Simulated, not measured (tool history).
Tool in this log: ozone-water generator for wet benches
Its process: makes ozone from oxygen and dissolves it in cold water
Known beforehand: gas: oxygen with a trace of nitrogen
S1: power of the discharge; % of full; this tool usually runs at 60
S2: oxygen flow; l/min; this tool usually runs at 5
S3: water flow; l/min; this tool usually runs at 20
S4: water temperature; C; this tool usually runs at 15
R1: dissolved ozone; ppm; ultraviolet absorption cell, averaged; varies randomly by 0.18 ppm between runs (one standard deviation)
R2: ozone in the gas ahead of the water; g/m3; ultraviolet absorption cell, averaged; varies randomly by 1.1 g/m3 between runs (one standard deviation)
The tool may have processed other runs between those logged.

{"run": 1, "hour": 0.0, "S1": 60, "S2": 5, "S3": 20, "S4": 15, "R1": 22.6, "R2": 184.5}
{"run": 2, "hour": 94.4, "S1": 75, "S2": 5, "S3": 20, "S4": 15, "R1": 24.9, "R2": 205.1}
{"run": 3, "hour": 260.4, "S1": 75, "S2": 5, "S3": 20, "S4": 15, "R1": 24.9, "R2": 205.8}
{"run": 4, "hour": 403.0, "S1": 75, "S2": 5, "S3": 20, "S4": 15, "R1": 24.6, "R2": 204.1}
{"run": 5, "hour": 575.5, "S1": 64, "S2": 5, "S3": 20, "S4": 15, "R1": 22.9, "R2": 188.7}
{"run": 6, "hour": 649.0, "S1": 64, "S2": 5, "S3": 20, "S4": 15, "R1": 22.9, "R2": 187}
{"run": 7, "hour": 783.0, "S1": 60, "S2": 5, "S3": 23, "S4": 15, "R1": 19.6, "R2": 180.6}
{"run": 8, "hour": 951.9, "S1": 88, "S2": 5, "S3": 20, "S4": 15, "R1": 26.1, "R2": 214}
{"run": 9, "hour": 1117.2, "S1": 60, "S2": 5, "S3": 20, "S4": 15, "R1": 21.6, "R2": 180.9}
{"run": 10, "hour": 1280.1, "S1": 60, "S2": 5, "S3": 24, "S4": 15, "R1": 18.5, "R2": 179}
{"run": 11, "hour": 1379.4, "S1": 60, "S2": 5, "S3": 24, "S4": 15, "R1": 18.4, "R2": 177.5}
{"run": 12, "hour": 1499.7, "S1": 60, "S2": 5, "S3": 24, "S4": 15, "R1": 18.3, "R2": 178.4}
{"run": 13, "hour": 1622.9, "S1": 60, "S2": 6.97, "S3": 24, "S4": 15, "R1": 19.6, "R2": 155.5}
{"run": 14, "hour": 1702.1, "S1": 60, "S2": 5, "S3": 20, "S4": 15, "R1": 21.2, "R2": 177}
{"run": 15, "hour": 1824.8, "S1": 60, "S2": 5, "S3": 20, "S4": 15, "R1": 21.1, "R2": 178.3}
{"run": 16, "hour": 1929.5, "S1": 60, "S2": 5, "S3": 28, "S4": 15, "R1": 15.7, "R2": 177.1}
{"run": 17, "hour": 2069.7, "S1": 60, "S2": 7.77, "S3": 28, "S4": 12, "R1": 17.9, "R2": 149.6}
{"run": 18, "hour": 2176.1, "S1": 86, "S2": 7.77, "S3": 28, "S4": 12, "R1": 20.8, "R2": 173.9}
{"run": 19, "hour": 2252.3, "S1": 73, "S2": 3.16, "S3": 28, "S4": 12, "R1": 14.5, "R2": 228.1}
{"run": 20, "hour": 2367.8, "S1": 73, "S2": 3.16, "S3": 28, "S4": 12, "R1": 14.7, "R2": 227.4}
{"run": 21, "hour": 2452.2, "S1": 73, "S2": 3.16, "S3": 28, "S4": 12, "R1": 14.8, "R2": 224.4}

The next listed run, before its measurement:
{"run": 22, "hour": 2557.0, "S1": 60, "S2": 2.63, "S3": 24, "S4": 15, "R1": "?", "R2": "?"}

{"run 22": {"R1": 14.1, "R2": 218.5}}
The same run, on a tool lacking any hidden state, would have yielded R1 18 ppm, R2 257.3 g/m3.
